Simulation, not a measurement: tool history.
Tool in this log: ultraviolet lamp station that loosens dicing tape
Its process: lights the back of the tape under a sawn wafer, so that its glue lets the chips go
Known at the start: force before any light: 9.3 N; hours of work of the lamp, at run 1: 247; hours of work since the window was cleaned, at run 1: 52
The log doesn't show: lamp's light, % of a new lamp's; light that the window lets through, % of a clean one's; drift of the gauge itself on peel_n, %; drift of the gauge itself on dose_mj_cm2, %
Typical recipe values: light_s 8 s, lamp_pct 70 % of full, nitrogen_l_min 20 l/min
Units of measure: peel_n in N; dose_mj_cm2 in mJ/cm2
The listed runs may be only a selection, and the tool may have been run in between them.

| run | hour | light_s | lamp_pct | nitrogen_l_min | hours of work of the lamp | hours of work since the window was cleaned | peel_n | dose_mj_cm2 |
|---|---|---|---|---|---|---|---|---|
| 1 | 0 | 8 | 70 | 20 | 247 | 52 | 0.952 | 362 |
| 2 | 78.2 | 8 | 82 | 20 | 294 | 99 | 0.676 | 420 |
| 3 | 143.5 | 8 | 70 | 20 | 333 | 138 | 0.969 | 351 |
| 4 | 231.2 | 8 | 70 | 20 | 386 | 190 | 1.087 | 346 |
| 5 | 304.5 | 8 | 70 | 20 | 430 | 234 | 1.105 | 339 |
|  | 354.5 | window cleaned of glue's vapour |
| 6 | 365.7 | 8 | 65 | 12 | 466 | 7 | 1.591 | 325 |
| 7 | 452.8 | 6 | 89 | 7 | 518 | 59 | 2.235 | 326 |
| 8 | 532.6 | 8 | 70 | 7 | 566 | 107 | 2.123 | 341 |
| 9 | 594 | 8 | 70 | 7 | 603 | 143 | 2.093 | 335 |
| 10 | 644 | 10 | 70 | 7 | 633 | 173 | 1.562 | 411 |

Alternative continuations, all from the tool just after run 10; predict every row:
| A | 722.7 | 7 | 60 | 8 | 680 | 220 | ? | ? |
| B | 722.7 | 8 | 66 | 20 | 680 | 220 | ? | ? |
| C | 722.7 | 9 | 86 | 11 | 680 | 220 | ? | ? |

| run | peel_n | dose_mj_cm2 |
|---|---|---|
| A | 2.982 | 237 |
| B | 1.341 | 303 |
| C | 0.997 | 446 |
Without the tool's unlogged condition, the same runs would have read:
| run | peel_n | dose_mj_cm2 |
|---|---|---|
| A | 2.368 | 288 |
| B | 0.924 | 367 |
| C | 0.662 | 541 |
